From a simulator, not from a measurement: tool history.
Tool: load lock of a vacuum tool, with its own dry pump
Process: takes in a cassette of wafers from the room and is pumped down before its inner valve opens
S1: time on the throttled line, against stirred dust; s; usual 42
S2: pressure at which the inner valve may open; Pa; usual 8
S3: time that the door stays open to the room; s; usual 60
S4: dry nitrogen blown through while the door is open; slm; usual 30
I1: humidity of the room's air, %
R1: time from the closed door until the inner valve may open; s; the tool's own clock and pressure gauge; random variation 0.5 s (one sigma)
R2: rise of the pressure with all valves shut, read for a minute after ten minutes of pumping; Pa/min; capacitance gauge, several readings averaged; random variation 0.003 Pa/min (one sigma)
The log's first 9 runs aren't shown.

{"run": 10, "hour": 3070.7, "S1": 22, "S2": 8, "S3": 60, "S4": 30, "I1": 44, "R1": 49.5, "R2": 0.043}
{"run": 11, "hour": 3364.4, "S1": 22, "S2": 8, "S3": 60, "S4": 30, "I1": 46.7, "R1": 49.6, "R2": 0.048}
{"run": 12, "hour": 3886.8, "S1": 22, "S2": 8, "S3": 60, "S4": 30, "I1": 44.8, "R1": 49.7, "R2": 0.044}
{"run": 13, "hour": 4385.2, "S1": 22, "S2": 8, "S3": 60, "S4": 30, "I1": 46.6, "R1": 49.2, "R2": 0.047}
{"run": 14, "hour": 4643.9, "S1": 22, "S2": 8, "S3": 60, "S4": 30, "I1": 45.5, "R1": 50.2, "R2": 0.045}
{"run": 15, "hour": 4867.0, "S1": 22, "S2": 8, "S3": 60, "S4": 30, "I1": 43.1, "R1": 50.6, "R2": 0.049}
{"run": 16, "hour": 5239.5, "S1": 42, "S2": 8, "S3": 96, "S4": 30, "I1": 45.5, "R1": 66.3, "R2": 0.055}
{"run": 17, "hour": 5563.3, "S1": 42, "S2": 8, "S3": 96, "S4": 30, "I1": 46.9, "R1": 66.1, "R2": 0.06}
{"run": 18, "hour": 5886.9, "S1": 55, "S2": 8, "S3": 96, "S4": 30, "I1": 46.4, "R1": 77.2, "R2": 0.059}
{"run": 19, "hour": 6307.2, "S1": 55, "S2": 8, "S3": 96, "S4": 30, "I1": 46.4, "R1": 78, "R2": 0.059}
{"run": 20, "hour": 6752.7, "S1": 36, "S2": 6, "S3": 75, "S4": 27, "I1": 44.8, "R1": 62.9, "R2": 0.048}

Run 21 comes next. What will it give?
{"run": 21, "hour": 7263.3, "S1": 42, "S2": 8, "S3": 95, "S4": 30, "I1": 50.3, "R1": "?", "R2": "?"}

R1: 67.2 s
R2: 0.06 Pa/min
Without the tool's hidden state the same run would have given R1 67.2 s, R2 0.059 Pa/min.

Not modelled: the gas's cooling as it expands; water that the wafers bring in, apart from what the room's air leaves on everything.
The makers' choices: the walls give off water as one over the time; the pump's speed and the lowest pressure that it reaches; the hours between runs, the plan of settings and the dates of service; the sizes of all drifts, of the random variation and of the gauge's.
